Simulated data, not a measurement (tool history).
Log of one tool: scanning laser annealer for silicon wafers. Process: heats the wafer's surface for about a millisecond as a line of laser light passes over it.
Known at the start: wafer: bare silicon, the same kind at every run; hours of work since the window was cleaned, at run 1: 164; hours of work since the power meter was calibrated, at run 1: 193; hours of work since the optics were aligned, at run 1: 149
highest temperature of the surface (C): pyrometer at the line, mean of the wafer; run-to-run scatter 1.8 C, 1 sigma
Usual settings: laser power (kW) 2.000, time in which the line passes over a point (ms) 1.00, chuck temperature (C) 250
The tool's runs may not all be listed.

run   hour  laser power (kW)  time in which the line passes over a point (ms)  chuck temperature (C)  hours of work since the window was cleaned  hours of work since the power meter was calibrated  hours of work since the optics were aligned  highest temperature of the surface (C)
  1    0.0             2.000                                             1.00                    250                                         164                                                 193                                          149                                    1016
  2    6.2             2.000                                             1.00                    250                                         167                                                 196                                          152                                    1014
  3   12.9             2.000                                             1.00                    250                                         170                                                 198                                          154                                    1019
  4   23.9             2.000                                             1.00                    250                                         175                                                 203                                          159                                    1014
  5   34.8             2.000                                             0.73                    250                                         179                                                 208                                          164                                     883
  6   42.9             2.000                                             0.73                    250                                         183                                                 211                                          167                                     884
  7   48.0             2.000                                             0.73                    250                                         185                                                 213                                          169                                     884
  8   57.4             2.000                                             0.73                    250                                         189                                                 217                                          173                                     882
  9   67.2             2.000                                             1.00                    250                                         193                                                 222                                          178                                    1010
 10   75.0             2.000                                             1.05                    250                                         197                                                 225                                          181                                    1036
 11   83.1             1.801                                             1.00                    250                                         200                                                 228                                          184                                     931
 12   89.3             2.000                                             1.00                    250                                         203                                                 231                                          187                                    1012
 13   96.7             2.000                                             1.00                    250                                         206                                                 234                                          190                                    1012
 14  104.7             2.000                                             1.00                    250                                         209                                                 238                                          194                                    1010
 15  114.2             2.000                                             1.00                    250                                         213                                                 242                                          198                                    1011
 16  120.1             2.000                                             1.00                    250                                         216                                                 244                                          200                                    1011
 17  130.5             2.000                                             1.00                    250                                         220                                                 249                                          205                                    1008
 18  139.4             2.000                                             1.00                    250                                         224                                                 252                                          208                                    1012
 19  145.2             2.000                                             1.00                    250                                         226                                                 255                                          211                                    1007
 20  155.4             2.000                                             1.00                    281                                         231                                                 259                                          215                                    1039
 21  166.2             2.000                                             1.00                    281                                         235                                                 264                                          220                                    1038
 22  175.9             2.000                                             1.00                    281                                         240                                                 268                                          224                                    1040
 23  181.1             2.086                                             1.00                    282                                         242                                                 270                                          226                                    1076
 24  191.5             2.086                                             1.00                    282                                         246                                                 275                                          231                                    1075
 25  200.1             2.063                                             0.70                    251                                         250                                                 278                                          234                                     886
 26  209.4             2.071                                             1.07                    248                                         254                                                 282                                          238                                    1071
 27  217.5             2.071                                             1.07                    248                                         257                                                 286                                          242                                    1062
 28  227.9             1.923                                             1.25                    232                                         262                                                 290                                          246                                    1059
 29  235.1             1.923                                             1.25                    232                                         265                                                 293                                          249                                    1056
 30  243.2             1.967                                             1.01                    266                                         268                                                 297                                          253                                    1012
 31  248.4             1.967                                             1.01                    266                                         271                                                 299                                          255                                    1015
 32  254.9             1.967                                             1.01                    266                                         273                                                 302                                          258                                    1012
 33  263.2             1.947                                             1.00                    250                                         277                                                 305                                          261                                     984
 34  272.0             2.028                                             0.73                    284                                         281                                                 309                                          265                                     920
 35  278.1             2.028                                             0.73                    284                                         283                                                 312                                          268                                     918
 36  288.2             2.012                                             1.03                    230                                         288                                                 316                                          272                                    1001
 37  295.7             2.158                                             0.83                    283                                         291                                                 319                                          275                                    1014
 38  304.9             1.984                                             0.99                    264                                         295                                                 323                                          279                                    1007
 39  311.0             1.984                                             0.99                    264                                         297                                                 326                                          282                                    1005
 40  319.4             1.984                                             1.20                    215                                         301                                                 329                                          285                                    1044
 41  324.2             1.752                                             0.95                    243                                         303                                                 331                                          287                                     878

Selected run-to-run steps in highest temperature of the surface (C), each split into two signed amounts: the part the tool would show with no hidden state at all (from settings, incoming material and random variation), and the remainder, which goes to the hidden state together with any gauge scatter not common to the measured and the hidden-state-free results:
The tool's hidden condition here consists of: light that passes the window, % of a clean one's; laser's true power over the reading, %; width of the line over the set one, %; drift of the gauge itself on peak_c, C.
Run 24 -> 25: laser power (kW) 2.086 -> 2.063, time in which the line passes over a point (ms) 1.00 -> 0.70, chuck temperature (C) 282 -> 251. highest temperature of the surface (C) -189: hidden state +5, all else -194.
Run 25 -> 26: laser power (kW) 2.063 -> 2.071, time in which the line passes over a point (ms) 0.70 -> 1.07, chuck temperature (C) 251 -> 248. highest temperature of the surface (C) +185: hidden state -7, all else +192.
Run 40 -> 41: laser power (kW) 1.984 -> 1.752, time in which the line passes over a point (ms) 1.20 -> 0.95, chuck temperature (C) 215 -> 243. highest temperature of the surface (C) -166: hidden state +7, all else -173.
